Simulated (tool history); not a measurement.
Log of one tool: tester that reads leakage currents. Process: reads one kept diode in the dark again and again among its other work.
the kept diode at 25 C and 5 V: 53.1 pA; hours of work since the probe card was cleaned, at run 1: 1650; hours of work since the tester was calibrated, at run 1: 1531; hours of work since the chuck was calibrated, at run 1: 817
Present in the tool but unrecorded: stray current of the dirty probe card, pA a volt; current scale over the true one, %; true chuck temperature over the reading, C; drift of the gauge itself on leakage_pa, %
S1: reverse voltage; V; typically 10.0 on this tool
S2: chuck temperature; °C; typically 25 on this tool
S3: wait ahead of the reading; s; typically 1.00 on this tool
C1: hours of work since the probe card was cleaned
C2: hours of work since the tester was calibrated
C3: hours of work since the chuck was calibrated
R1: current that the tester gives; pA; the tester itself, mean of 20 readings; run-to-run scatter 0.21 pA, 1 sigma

Run 1, hour 0.0: usual settings; C1 1650; C2 1531; C3 817. Result: R1 85.93 pA.
Run 2, hour 115.2: usual settings; C1 1726; C2 1608; C3 894. Result: R1 86.63 pA.
Run 3, hour 174.8: usual settings; C1 1766; C2 1647; C3 934. Result: R1 86.45 pA.
At hour 297.5: probe card cleaned and baked.
Run 4, hour 301.8: usual settings; C1 3; C2 1730; C3 1016. Result: R1 95.55 pA.
Run 5, hour 426.7: usual settings; C1 86; C2 1813; C3 1100. Result: R1 96.04 pA.
Run 6, hour 534.4: usual settings but S2 50 °C; C1 158; C2 1885; C3 1171. Result: R1 480.18 pA.
Run 7, hour 590.1: usual settings but S1 1.3 V; C1 195; C2 1922; C3 1208. Result: R1 33.46 pA.
Run 8, hour 654.6: usual settings but S1 1.3 V; C1 238; C2 1965; C3 1252. Result: R1 33.50 pA.

Forecast run 9:
Run 9, hour 745.5: usual settings but S1 1.3 V, S2 42 °C, S3 7.14 s; C1 299; C2 2026; C3 1312. Result: R1 ?.

{"run 9": {"R1": 119.11}}
Were there no unlogged condition in the tool, this run, its random variation unchanged, would have produced R1 130.24 pA.
